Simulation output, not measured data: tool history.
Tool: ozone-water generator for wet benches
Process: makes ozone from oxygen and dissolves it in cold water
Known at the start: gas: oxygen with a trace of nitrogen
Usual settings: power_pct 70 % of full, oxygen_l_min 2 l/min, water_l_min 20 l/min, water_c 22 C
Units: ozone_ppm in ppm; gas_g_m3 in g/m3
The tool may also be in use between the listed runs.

run 1 day=0 | power_pct=70 oxygen_l_min=2 water_l_min=20 water_c=22 | ozone_ppm=6.82 gas_g_m3=142.2
run 2 day=3.379 | power_pct=70 oxygen_l_min=2 water_l_min=20 water_c=22 | ozone_ppm=6.92 gas_g_m3=141.2
run 3 day=6.517 | power_pct=70 oxygen_l_min=2 water_l_min=20 water_c=22 | ozone_ppm=6.81 gas_g_m3=141.3
run 4 day=12.575 | power_pct=70 oxygen_l_min=2 water_l_min=20 water_c=22 | ozone_ppm=6.82 gas_g_m3=140.3
run 5 day=17.488 | power_pct=70 oxygen_l_min=1.39 water_l_min=20 water_c=22 | ozone_ppm=6.15 gas_g_m3=169.4
run 6 day=21.008 | power_pct=70 oxygen_l_min=1.39 water_l_min=20 water_c=22 | ozone_ppm=6.06 gas_g_m3=166.7
-- day=22.692 contactor cleaned
run 7 day=25.062 | power_pct=70 oxygen_l_min=2 water_l_min=20 water_c=22 | ozone_ppm=7.01 gas_g_m3=140
run 8 day=30.783 | power_pct=70 oxygen_l_min=2 water_l_min=20 water_c=22 | ozone_ppm=7 gas_g_m3=139.3
run 9 day=34.621 | power_pct=70 oxygen_l_min=2 water_l_min=20 water_c=22 | ozone_ppm=7.08 gas_g_m3=138.3
-- day=39.504 water thermometer calibrated
run 10 day=41.196 | power_pct=50 oxygen_l_min=1.18 water_l_min=20 water_c=17 | ozone_ppm=4.85 gas_g_m3=139.3
run 11 day=45.467 | power_pct=67 oxygen_l_min=1.17 water_l_min=14 water_c=22 | ozone_ppm=8.38 gas_g_m3=175.6
run 12 day=50.288 | power_pct=64 oxygen_l_min=2 water_l_min=20 water_c=22 | ozone_ppm=6.54 gas_g_m3=128.3
run 13 day=55.25 | power_pct=64 oxygen_l_min=2 water_l_min=20 water_c=22 | ozone_ppm=6.49 gas_g_m3=129
run 14 day=61.246 | power_pct=64 oxygen_l_min=2 water_l_min=20 water_c=22 | ozone_ppm=6.4 gas_g_m3=127.9
run 15 day=65.821 | power_pct=96 oxygen_l_min=1.24 water_l_min=19 water_c=16 | ozone_ppm=8.43 gas_g_m3=224.6
run 16 day=71.825 | power_pct=68 oxygen_l_min=2.3 water_l_min=22 water_c=16 | ozone_ppm=6.56 gas_g_m3=124.9
run 17 day=75.529 | power_pct=68 oxygen_l_min=1.71 water_l_min=22 water_c=19 | ozone_ppm=6 gas_g_m3=143.9
run 18 day=79.921 | power_pct=56 oxygen_l_min=2.27 water_l_min=18 water_c=16 | ozone_ppm=6.9 gas_g_m3=107

3 ways to go on from here, each from the tool as it stands after run 18. What would each give?
run A day=85.792 | power_pct=82 oxygen_l_min=2.27 water_l_min=18 water_c=16 | ozone_ppm=? gas_g_m3=?
run B day=85.792 | power_pct=70 oxygen_l_min=2.3 water_l_min=20 water_c=21 | ozone_ppm=? gas_g_m3=?
run C day=85.792 | power_pct=88 oxygen_l_min=1.52 water_l_min=22 water_c=22 | ozone_ppm=? gas_g_m3=?

run=A ozone_ppm=9.27 gas_g_m3=143
run=B ozone_ppm=7.01 gas_g_m3=125
run=C ozone_ppm=6.8 gas_g_m3=186.2
Without the tool's hidden state the same runs would have given:
run=A ozone_ppm=10.63 gas_g_m3=162
run=B ozone_ppm=7.94 gas_g_m3=139.5
run=C ozone_ppm=7.86 gas_g_m3=212

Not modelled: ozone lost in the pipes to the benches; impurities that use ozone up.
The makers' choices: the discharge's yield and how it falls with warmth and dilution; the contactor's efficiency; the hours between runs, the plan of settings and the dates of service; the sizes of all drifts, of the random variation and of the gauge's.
